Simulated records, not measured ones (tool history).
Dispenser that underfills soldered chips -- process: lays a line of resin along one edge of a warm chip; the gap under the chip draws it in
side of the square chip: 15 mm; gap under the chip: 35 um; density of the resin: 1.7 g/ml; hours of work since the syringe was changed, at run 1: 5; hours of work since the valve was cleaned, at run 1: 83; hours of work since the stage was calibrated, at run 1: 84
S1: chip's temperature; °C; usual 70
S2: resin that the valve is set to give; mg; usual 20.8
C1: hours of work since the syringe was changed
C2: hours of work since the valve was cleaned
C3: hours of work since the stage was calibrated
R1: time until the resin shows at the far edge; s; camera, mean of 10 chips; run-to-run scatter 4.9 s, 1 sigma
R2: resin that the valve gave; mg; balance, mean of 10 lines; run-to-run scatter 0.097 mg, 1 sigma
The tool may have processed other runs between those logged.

run,day,S1,S2,C1,C2,C3,R1,R2
1,0,70,20.8,5,83,84,642.7,19.79
2,0.121,70,20.8,7,85,86,699.5,19.85
# day 0.175: new syringe of resin
3,0.321,70,18.1,3,89,90,588.3,17.25
4,0.429,73,18.1,5,91,92,579.7,17.34
5,0.592,73,18.1,8,94,95,668.1,17.09
# day 0.621: new syringe of resin
6,0.762,70,25.4,3,97,98,553.6,24.05
7,0.912,70,25.4,5,99,101,641.3,23.87
8,1.042,70,25.4,8,102,103,708.7,23.97
# day 1.075: new syringe of resin
9,1.2,70,25.4,2,104,106,548.7,23.88
10,1.383,70,25.4,6,108,109,650.6,24.11
# day 1.496: dispensing valve cleaned and set on the balance
# day 1.558: new syringe of resin
11,1.633,64,20.8,1,2,113,692.3,20.88
12,1.75,64,20.8,4,4,115,767.6,20.77
13,1.896,64,20.8,6,7,118,870.3,20.78
# day 2.008: new syringe of resin
14,2.038,64,20.8,1,10,120,665.8,20.79
15,2.125,70,24.1,2,11,122,559.7,24.14
16,2.225,65,24.1,4,13,124,744.8,24.12
17,2.421,70,20.8,8,17,127,716.8,20.52

What will run 18 give?
# day 2.45: new syringe of resin
18,2.629,78,20.8,3,20,131,?,?

Run 18 gave R1 420.2 s, R2 20.7 mg.
If the tool had no hidden condition, the same run with the same run-to-run variation would have returned R1 354.9 s, R2 20.9 mg.

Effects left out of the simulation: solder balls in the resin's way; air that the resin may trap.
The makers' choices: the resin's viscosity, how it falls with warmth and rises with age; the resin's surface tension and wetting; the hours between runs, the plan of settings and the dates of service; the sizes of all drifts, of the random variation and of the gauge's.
